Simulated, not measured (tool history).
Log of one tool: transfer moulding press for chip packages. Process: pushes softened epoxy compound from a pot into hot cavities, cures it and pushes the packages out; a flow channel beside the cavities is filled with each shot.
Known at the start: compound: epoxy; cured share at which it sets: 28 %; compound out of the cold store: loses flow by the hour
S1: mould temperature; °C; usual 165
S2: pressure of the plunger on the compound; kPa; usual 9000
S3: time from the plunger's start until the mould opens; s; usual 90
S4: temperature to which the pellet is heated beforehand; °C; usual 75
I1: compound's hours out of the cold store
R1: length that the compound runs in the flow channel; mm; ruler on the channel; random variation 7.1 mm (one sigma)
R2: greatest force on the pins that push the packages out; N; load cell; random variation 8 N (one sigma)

run 1 hour=0.0 | S1=165 S2=9000 S3=90 S4=75 | I1=15.2 | R1=781 R2=357
-- hour=38.0 cavities cleaned with cleaning compound and waxed
run 2 hour=40.1 | S1=165 S2=10290 S3=90 S4=75 | I1=15.3 | R1=821 R2=552
-- hour=76.8 cavities cleaned with cleaning compound and waxed
run 3 hour=92.4 | S1=165 S2=10290 S3=90 S4=75 | I1=43.8 | R1=679 R2=397
-- hour=117.5 cavities cleaned with cleaning compound and waxed
run 4 hour=128.9 | S1=165 S2=9380 S3=90 S4=75 | I1=9.7 | R1=786 R2=437
-- hour=157.1 cavities cleaned with cleaning compound and waxed
run 5 hour=173.9 | S1=165 S2=9380 S3=90 S4=75 | I1=22.6 | R1=730 R2=426
-- hour=198.3 cavities cleaned with cleaning compound and waxed
run 6 hour=209.7 | S1=165 S2=9000 S3=109 S4=75 | I1=47.7 | R1=604 R2=293
-- hour=225.7 plunger's sealing rings changed
-- hour=237.9 cavities cleaned with cleaning compound and waxed
run 7 hour=261.0 | S1=165 S2=9000 S3=109 S4=75 | I1=40.6 | R1=655 R2=322
-- hour=276.3 cavities cleaned with cleaning compound and waxed
-- hour=316.2 cavities cleaned with cleaning compound and waxed, once more
run 8 hour=316.7 | S1=165 S2=9000 S3=90 S4=75 | I1=25.5 | R1=710 R2=351
run 9 hour=351.3 | S1=165 S2=9000 S3=90 S4=75 | I1=34.1 | R1=670 R2=472
-- hour=357.0 cavities cleaned with cleaning compound and waxed
run 10 hour=384.9 | S1=165 S2=9000 S3=90 S4=81 | I1=12.7 | R1=749 R2=448
-- hour=394.2 cavities cleaned with cleaning compound and waxed
-- hour=417.4 mould's thermocouples calibrated
-- hour=434.9 cavities cleaned with cleaning compound and waxed
run 11 hour=437.6 | S1=165 S2=9000 S3=90 S4=81 | I1=22.6 | R1=709 R2=354
-- hour=473.9 cavities cleaned with cleaning compound and waxed
-- hour=490.1 plunger's sealing rings changed
run 12 hour=490.1 | S1=165 S2=9000 S3=128 S4=75 | I1=17.2 | R1=772 R2=282
-- hour=513.6 cavities cleaned with cleaning compound and waxed
run 13 hour=524.5 | S1=160 S2=9000 S3=90 S4=75 | I1=42.9 | R1=660 R2=517
-- hour=551.6 cavities cleaned with cleaning compound and waxed
run 14 hour=575.9 | S1=165 S2=8030 S3=79 S4=79 | I1=38.3 | R1=616 R2=543
-- hour=590.8 cavities cleaned with cleaning compound and waxed
-- hour=631.9 cavities cleaned with cleaning compound and waxed
run 15 hour=636.2 | S1=165 S2=8650 S3=90 S4=75 | I1=9.6 | R1=762 R2=375
-- hour=670.3 cavities cleaned with cleaning compound and waxed
run 16 hour=672.9 | S1=165 S2=10570 S3=90 S4=75 | I1=32.4 | R1=714 R2=346
-- hour=710.9 cavities cleaned with cleaning compound and waxed
run 17 hour=715.8 | S1=165 S2=10570 S3=90 S4=75 | I1=23.6 | R1=751 R2=386
-- hour=749.1 plunger's sealing rings changed
-- hour=750.6 cavities cleaned with cleaning compound and waxed
run 18 hour=750.6 | S1=165 S2=8420 S3=90 S4=74 | I1=16.0 | R1=767 R2=356
-- hour=788.8 cavities cleaned with cleaning compound and waxed
run 19 hour=796.4 | S1=165 S2=8420 S3=90 S4=74 | I1=18.6 | R1=730 R2=385
-- hour=828.7 cavities cleaned with cleaning compound and waxed
run 20 hour=834.9 | S1=159 S2=9000 S3=90 S4=80 | I1=18.2 | R1=752 R2=604
-- hour=866.4 cavities cleaned with cleaning compound and waxed
run 21 hour=892.4 | S1=159 S2=9430 S3=90 S4=75 | I1=40.3 | R1=664 R2=662
-- hour=906.5 cavities cleaned with cleaning compound and waxed
-- hour=944.8 cavities cleaned with cleaning compound and waxed
run 22 hour=949.4 | S1=168 S2=9750 S3=91 S4=66 | I1=47.8 | R1=623 R2=298
-- hour=986.2 cavities cleaned with cleaning compound and waxed
run 23 hour=992.0 | S1=164 S2=10050 S3=90 S4=75 | I1=40.9 | R1=658 R2=385
-- hour=1010.3 plunger's sealing rings changed
-- hour=1029.7 cavities cleaned with cleaning compound and waxed
run 24 hour=1031.7 | S1=159 S2=10050 S3=128 S4=76 | I1=16.1 | R1=819 R2=299
-- hour=1070.1 cavities cleaned with cleaning compound and waxed
run 25 hour=1091.3 | S1=159 S2=10860 S3=121 S4=74 | I1=40.8 | R1=724 R2=352

3 ways to go on from here, each from the tool as it stands after run 25. What would each give?
-- hour=1110.3 cavities cleaned with cleaning compound and waxed
-- hour=1148.2 cavities cleaned with cleaning compound and waxed
run A hour=1151.2 | S1=159 S2=10860 S3=121 S4=83 | I1=19.9 | R1=? R2=?
-- hour=1110.3 cavities cleaned with cleaning compound and waxed
-- hour=1148.2 cavities cleaned with cleaning compound and waxed
run B hour=1151.2 | S1=165 S2=6910 S3=101 S4=75 | I1=23.5 | R1=? R2=?
-- hour=1110.3 cavities cleaned with cleaning compound and waxed
-- hour=1148.2 cavities cleaned with cleaning compound and waxed
run C hour=1151.2 | S1=160 S2=10860 S3=114 S4=74 | I1=36.1 | R1=? R2=?

run=A R1=813 R2=303
run=B R1=623 R2=297
run=C R1=733 R2=312
Without the tool's hidden state the same runs would have given:
run=A R1=846 R2=276
run=B R1=648 R2=272
run=C R1=762 R2=284

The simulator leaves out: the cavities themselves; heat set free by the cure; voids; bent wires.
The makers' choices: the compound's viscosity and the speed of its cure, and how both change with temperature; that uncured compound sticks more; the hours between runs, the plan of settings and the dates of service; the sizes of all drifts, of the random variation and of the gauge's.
